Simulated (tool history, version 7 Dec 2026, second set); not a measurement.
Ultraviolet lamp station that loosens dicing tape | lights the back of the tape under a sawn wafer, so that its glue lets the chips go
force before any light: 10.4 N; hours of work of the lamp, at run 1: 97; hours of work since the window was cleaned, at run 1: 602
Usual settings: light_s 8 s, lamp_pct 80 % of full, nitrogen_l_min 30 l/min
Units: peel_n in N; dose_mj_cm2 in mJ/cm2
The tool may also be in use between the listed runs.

run,hour,light_s,lamp_pct,nitrogen_l_min,hours of work of the lamp,hours of work since the window was cleaned,peel_n,dose_mj_cm2
1,0.0,8,80,30,97,602,0.465,352
2,6.6,8,80,30,100,605,0.473,346
3,14.0,8,80,30,103,609,0.471,347
4,23.8,8,80,30,108,613,0.470,353
5,28.6,5,80,30,110,616,1.284,222
6,35.5,5,80,30,113,619,1.274,220
7,40.4,8,80,13,116,621,0.924,349
# hour 41.4: window cleaned of glue's vapour
8,49.3,8,80,13,120,4,1.070,322
9,55.7,8,80,13,123,7,1.081,318
10,60.9,5,80,13,125,9,2.364,199
11,67.8,4,80,17,128,12,3.023,163
12,73.7,5,94,34,131,15,1.029,234
13,80.7,8,80,17,134,18,0.899,318
14,86.9,8,88,54,137,21,0.334,347
15,97.0,8,88,54,142,26,0.332,350
# hour 103.3: window cleaned of glue's vapour, once more
16,105.7,7,64,37,145,1,0.731,274
17,113.9,8,85,30,149,5,0.336,411
18,119.7,5,61,23,152,8,2.073,186
19,124.9,5,83,23,154,10,1.204,249

Forecast each of these 5 alternatives for the next run:
A,132.8,5,83,29,158,14,?,?
B,132.8,5,92,23,158,14,?,?
C,132.8,5,65,50,158,14,?,?
D,132.8,5,80,11,158,14,?,?
E,132.8,5,67,30,158,14,?,?

run,peel_n,dose_mj_cm2
A,1.011,251
B,0.930,278
C,1.156,196
D,1.992,244
E,1.526,202
Without the tool's hidden state the same runs would have given:
run,peel_n,dose_mj_cm2
A,0.929,261
B,0.853,289
C,1.065,204
D,1.867,254
E,1.417,211

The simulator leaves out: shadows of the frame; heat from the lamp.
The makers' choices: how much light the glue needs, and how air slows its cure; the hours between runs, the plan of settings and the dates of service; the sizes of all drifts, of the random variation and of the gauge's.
